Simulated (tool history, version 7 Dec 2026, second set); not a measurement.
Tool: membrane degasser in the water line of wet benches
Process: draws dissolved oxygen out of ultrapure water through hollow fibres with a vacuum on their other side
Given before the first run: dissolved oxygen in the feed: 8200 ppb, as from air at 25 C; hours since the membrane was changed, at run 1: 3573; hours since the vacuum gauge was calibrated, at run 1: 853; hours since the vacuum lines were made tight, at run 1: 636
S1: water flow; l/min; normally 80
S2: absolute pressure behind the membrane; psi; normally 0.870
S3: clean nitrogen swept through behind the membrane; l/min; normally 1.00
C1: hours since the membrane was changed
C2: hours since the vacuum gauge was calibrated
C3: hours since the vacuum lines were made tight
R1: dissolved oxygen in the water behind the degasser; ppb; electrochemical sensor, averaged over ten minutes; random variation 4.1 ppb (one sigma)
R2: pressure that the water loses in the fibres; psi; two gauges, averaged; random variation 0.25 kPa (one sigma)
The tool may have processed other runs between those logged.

| run | hour | S1 | S2 | S3 | C1 | C2 | C3 | R1 | R2 |
|---|---|---|---|---|---|---|---|---|---|
| 1 | 0.0 | 80 | 0.870 | 1.00 | 3573 | 853 | 636 | 434.4 | 10.277 |
| 2 | 111.0 | 80 | 0.870 | 1.00 | 3684 | 964 | 747 | 426.7 | 10.266 |
| 3 | 213.6 | 80 | 0.870 | 1.00 | 3786 | 1067 | 850 | 432.1 | 10.306 |
| 4 | 352.2 | 80 | 0.573 | 1.00 | 3925 | 1205 | 988 | 175.2 | 10.348 |
| 5 | 495.8 | 80 | 1.133 | 1.00 | 4069 | 1349 | 1132 | 665.0 | 10.398 |
| 6 | 644.7 | 80 | 0.870 | 0.65 | 4218 | 1498 | 1281 | 548.0 | 10.377 |
| 7 | 784.4 | 80 | 0.870 | 0.65 | 4357 | 1637 | 1420 | 547.7 | 10.393 |
| 8 | 915.0 | 80 | 0.870 | 0.65 | 4488 | 1768 | 1551 | 547.1 | 10.469 |
| 9 | 1058.1 | 80 | 0.870 | 1.00 | 4631 | 1911 | 1694 | 434.3 | 10.450 |
| 10 | 1207.9 | 80 | 0.870 | 1.00 | 4781 | 2061 | 1844 | 442.0 | 10.466 |
| 11 | 1322.2 | 80 | 0.870 | 1.00 | 4895 | 2175 | 1958 | 445.0 | 10.456 |
| 12 | 1431.5 | 80 | 0.870 | 1.00 | 5004 | 2284 | 2068 | 444.8 | 10.431 |
| 13 | 1518.8 | 80 | 0.870 | 1.00 | 5092 | 2372 | 2155 | 444.9 | 10.451 |
| 14 | 1648.6 | 80 | 0.870 | 1.00 | 5222 | 2502 | 2285 | 442.4 | 10.408 |
| 15 | 1798.0 | 80 | 0.870 | 1.00 | 5371 | 2651 | 2434 | 449.0 | 10.502 |
| 16 | 1869.4 | 80 | 0.870 | 1.00 | 5442 | 2722 | 2506 | 452.3 | 10.491 |
| 17 | 1991.9 | 80 | 0.870 | 1.00 | 5565 | 2845 | 2628 | 444.8 | 10.527 |
|  | 2002.1 | vacuum gauge calibrated |
| 18 | 2115.6 | 80 | 0.870 | 1.00 | 5688 | 114 | 2751 | 446.6 | 10.612 |
| 19 | 2195.0 | 66 | 0.870 | 1.73 | 5767 | 193 | 2831 | 272.9 | 8.733 |
| 20 | 2271.8 | 98 | 0.870 | 0.92 | 5844 | 270 | 2907 | 552.5 | 12.965 |
| 21 | 2369.1 | 48 | 0.870 | 2.80 | 5942 | 367 | 3005 | 136.6 | 6.342 |
| 22 | 2458.6 | 80 | 1.133 | 1.84 | 6031 | 456 | 3094 | 467.9 | 10.576 |
| 23 | 2579.3 | 55 | 1.133 | 1.08 | 6152 | 577 | 3215 | 473.4 | 7.300 |
| 24 | 2663.4 | 55 | 1.133 | 1.08 | 6236 | 661 | 3299 | 474.4 | 7.319 |
| 25 | 2815.9 | 55 | 1.133 | 1.08 | 6388 | 814 | 3452 | 472.0 | 7.300 |
|  | 2933.1 | vacuum gauge calibrated, once more |
| 26 | 2989.4 | 81 | 0.701 | 1.00 | 6561 | 56 | 3625 | 292.7 | 10.826 |
| 27 | 3156.8 | 57 | 1.549 | 2.15 | 6729 | 224 | 3792 | 442.4 | 7.632 |
| 28 | 3294.1 | 63 | 0.734 | 1.33 | 6866 | 361 | 3929 | 215.4 | 8.428 |
| 29 | 3397.4 | 80 | 0.734 | 0.42 | 6969 | 464 | 4033 | 468.8 | 10.644 |
| 30 | 3570.2 | 80 | 0.734 | 0.42 | 7142 | 637 | 4205 | 470.8 | 10.733 |

Forecast run 31:
| 31 | 3712.1 | 80 | 0.734 | 0.42 | 7284 | 779 | 4347 | ? | ? |

Run 31 came out at R1 476.9 ppb, R2 10.705 psi.
Take away the tool's hidden state, keep the run-to-run variation as it was, and the same run would have given R1 452.7 ppb, R2 9.918 psi.
